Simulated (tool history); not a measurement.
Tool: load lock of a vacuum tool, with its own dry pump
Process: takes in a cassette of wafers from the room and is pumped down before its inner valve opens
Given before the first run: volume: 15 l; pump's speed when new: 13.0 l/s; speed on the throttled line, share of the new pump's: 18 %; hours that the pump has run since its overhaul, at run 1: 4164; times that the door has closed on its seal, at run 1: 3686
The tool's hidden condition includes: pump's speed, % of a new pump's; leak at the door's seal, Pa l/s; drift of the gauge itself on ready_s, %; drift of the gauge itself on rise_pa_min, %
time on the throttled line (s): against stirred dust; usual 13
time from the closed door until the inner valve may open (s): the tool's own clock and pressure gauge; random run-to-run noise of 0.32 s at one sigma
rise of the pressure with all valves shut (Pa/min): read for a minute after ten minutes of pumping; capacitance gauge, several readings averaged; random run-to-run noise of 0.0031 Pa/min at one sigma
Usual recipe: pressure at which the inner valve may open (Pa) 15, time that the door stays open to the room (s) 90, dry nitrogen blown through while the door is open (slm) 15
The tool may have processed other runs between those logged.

run    hour  time on the throttled line (s)  pressure at which the inner valve may open (Pa)  time that the door stays open to the room (s)  dry nitrogen blown through while the door is open (slm)  hours that the pump has run since its overhaul  times that the door has closed on its seal  incoming humidity of the room's air, %  time from the closed door until the inner valve may open (s)  rise of the pressure with all valves shut (Pa/min)
  1       0                              13                                               15                                             90                                                       15                                            4164                                        3686                                    47.2                                                          22.1                                               0.062
  2   229.2                              13                                               15                                             90                                                       15                                            4393                                        4197                                    44.5                                                            22                                               0.064
  3   436.6                              15                                               15                                             90                                                       15                                            4601                                        4659                                    42.7                                                          22.8                                               0.059
  4   584.4                               9                                               15                                             90                                                       15                                            4748                                        4988                                    47.1                                                          18.3                                               0.068
  5     737                              13                                               15                                             45                                                       15                                            4901                                        5328                                    47.7                                                          21.6                                                0.05
  6     906                              13                                               15                                             45                                                        4                                            5070                                        5705                                    48.6                                                          22.6                                               0.083
  7  1054.8                              13                                               15                                             45                                                        4                                            5219                                        6036                                    41.2                                                          21.6                                               0.069
  8  1278.7                              13                                               15                                             90                                                       18                                            5443                                        6535                                    45.2                                                          21.8                                               0.058
  9    1436                              13                                               15                                             90                                                       18                                            5600                                        6886                                    47.5                                                          21.9                                               0.059
 10  1654.5                              13                                               15                                             90                                                       18                                            5818                                        7372                                      44                                                          22.8                                               0.057
 11  1808.9                              13                                               15                                             90                                                       13                                            5973                                        7716                                    47.2                                                          22.3                                                0.08
 12  2027.9                              13                                               15                                             90                                                       13                                            6192                                        8204                                    45.1                                                          22.4                                               0.069
 13  2175.3                              13                                               15                                             90                                                       15                                            6339                                        8533                                      48                                                          22.6                                               0.071
 14  2428.2                              13                                               15                                             90                                                       15                                            6592                                        9096                                      44                                                          22.2                                               0.074
 15  2611.1                              13                                               15                                             90                                                       15                                            6775                                        9504                                    41.4                                                          22.3                                                0.07
 16  2826.7                              13                                               15                                             90                                                       15                                            6991                                        9984                                    46.1                                                          21.9                                               0.069
 17  3074.6                              13                                               15                                             90                                                       15                                            7239                                       10536                                    41.9                                                          23.2                                               0.074
 18    3255                              13                                               15                                             90                                                       15                                            7419                                       10938                                    48.3                                                          21.9                                               0.079
 19  3368.5                              13                                               15                                             90                                                       15                                            7532                                       11191                                    43.7                                                          22.4                                               0.075
 20  3607.4                              13                                               17                                             77                                                        4                                            7771                                       11723                                    46.1                                                          22.2                                               0.102
 21  3733.8                              13                                               17                                            183                                                        4                                            7898                                       12005                                    43.7                                                            23                                               0.137
 22  3878.5                              13                                               17                                            183                                                        4                                            8042                                       12327                                    44.2                                                          22.8                                               0.146
 23  4080.6                               9                                               11                                             71                                                       28                                            8245                                       12778                                    41.6                                                          19.9                                               0.052
 24  4263.8                              10                                               17                                             90                                                       15                                            8428                                       13186                                    46.5                                                          20.3                                               0.082
 25  4424.4                              15                                               12                                             49                                                       16                                            8588                                       13543                                    46.5                                                          24.5                                               0.062
 26  4554.3                              17                                               12                                            206                                                       10                                            8718                                       13833                                      46                                                            27                                               0.126
 27  4787.4                              17                                               12                                            201                                                       10                                            8951                                       14352                                    45.4                                                          26.7                                               0.128
 28  4982.5                              17                                               12                                            201                                                       10                                            9147                                       14787                                    45.1                                                          26.5                                               0.125
 29  5116.6                              17                                               12                                            201                                                       10                                            9281                                       15086                                    47.9                                                          26.6                                               0.131
 30  5328.4                               8                                               14                                             28                                                       15                                            9492                                       15558                                    45.9                                                          19.5                                               0.055
 31  5516.5                               8                                               14                                             28                                                       15                                            9680                                       15977                                    45.3                                                          19.4                                               0.054
 32  5731.3                               6                                               15                                             59                                                       15                                            9895                                       16455                                    44.6                                                          17.5                                                0.07
 33  5924.7                               6                                               15                                             59                                                       15                                           10089                                       16886                                    44.8                                                          17.4                                               0.076
 34  6149.4                              11                                               15                                            159                                                       15                                           10313                                       17387                                    43.4                                                          22.2                                               0.099
 35  6379.1                              11                                               15                                            159                                                       15                                           10543                                       17898                                    45.4                                                          22.3                                               0.104
 36    6591                              11                                               15                                            159                                                       15                                           10755                                       18371                                    46.3                                                          21.8                                                 0.1

For some of the steps in time from the closed door until the inner valve may open (s) from one run to the next: how much would appear even if the tool had no hidden state, given the settings, what came in and random variation, and how much remains for the hidden state plus any gauge scatter that the measured result and the result without hidden state don't share?
Run 3 -> 4: time on the throttled line (s) 15 -> 9. time from the closed door until the inner valve may open (s) -4.5: hidden state +0.2, all else -4.7.
Run 22 -> 23: time on the throttled line (s) 13 -> 9, pressure at which the inner valve may open (Pa) 17 -> 11, time that the door stays open to the room (s) 183 -> 71, dry nitrogen blown through while the door is open (slm) 4 -> 28. time from the closed door until the inner valve may open (s) -2.9: hidden state +0.3, all else -3.2.
Run 29 -> 30: time on the throttled line (s) 17 -> 8, pressure at which the inner valve may open (Pa) 12 -> 14, time that the door stays open to the room (s) 201 -> 28, dry nitrogen blown through while the door is open (slm) 10 -> 15. time from the closed door until the inner valve may open (s) -7.1: hidden state +0.5, all else -7.6.
Run 33 -> 34: time on the throttled line (s) 6 -> 11, time that the door stays open to the room (s) 59 -> 159. time from the closed door until the inner valve may open (s) +4.8: hidden state -0.1, all else +4.9.
